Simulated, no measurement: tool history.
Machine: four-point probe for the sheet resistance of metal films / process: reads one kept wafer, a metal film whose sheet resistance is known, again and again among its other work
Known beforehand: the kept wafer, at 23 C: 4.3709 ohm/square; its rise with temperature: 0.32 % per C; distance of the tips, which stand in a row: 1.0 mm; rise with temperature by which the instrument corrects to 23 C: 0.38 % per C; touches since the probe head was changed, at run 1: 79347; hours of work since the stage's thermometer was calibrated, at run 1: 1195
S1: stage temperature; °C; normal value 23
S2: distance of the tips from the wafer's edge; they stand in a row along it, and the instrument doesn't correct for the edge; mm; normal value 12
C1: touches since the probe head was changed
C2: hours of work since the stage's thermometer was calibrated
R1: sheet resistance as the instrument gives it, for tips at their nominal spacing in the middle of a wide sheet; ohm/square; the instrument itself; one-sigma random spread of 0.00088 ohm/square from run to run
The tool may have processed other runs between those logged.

run	hour	S1	S2	C1	C2	R1
1	0.0	23	12	79347	1195	4.383853
2	43.0	23	12	80342	1220	4.383445
3	90.5	23	12	81443	1248	4.383546
4	143.8	23	12	82678	1280	4.382619
5	229.9	26	12	84672	1330	4.376050
6	286.3	23	12	85978	1363	4.384047
7	368.4	23	12	87881	1411	4.383139
8	469.7	22	33	90225	1471	4.373563
# hour 475.3: stage's thermometer calibrated
9	536.6	27	4	91764	36	4.498300
10	592.4	27	4	93056	69	4.498566
11	677.5	23	32	95027	118	4.367837
12	732.7	23	32	96306	151	4.369868
13	792.4	23	32	97690	186	4.368280

How the hidden state differs across the entries between the runs, from the last listed run before each to the first after it:
Runs 8 to 9: stage's thermometer calibrated (hour 475.3)
  inner tips' distance over the nominal, %: 0.043 -> 0.046; tips' flats over new ones', %: 38 -> 39; wafer's true temperature over the reading, C: -0.37 -> -0.42
  what was measured, less what the result would be without the hidden state, R1: -0.003142 -> -0.003696 ohm/square

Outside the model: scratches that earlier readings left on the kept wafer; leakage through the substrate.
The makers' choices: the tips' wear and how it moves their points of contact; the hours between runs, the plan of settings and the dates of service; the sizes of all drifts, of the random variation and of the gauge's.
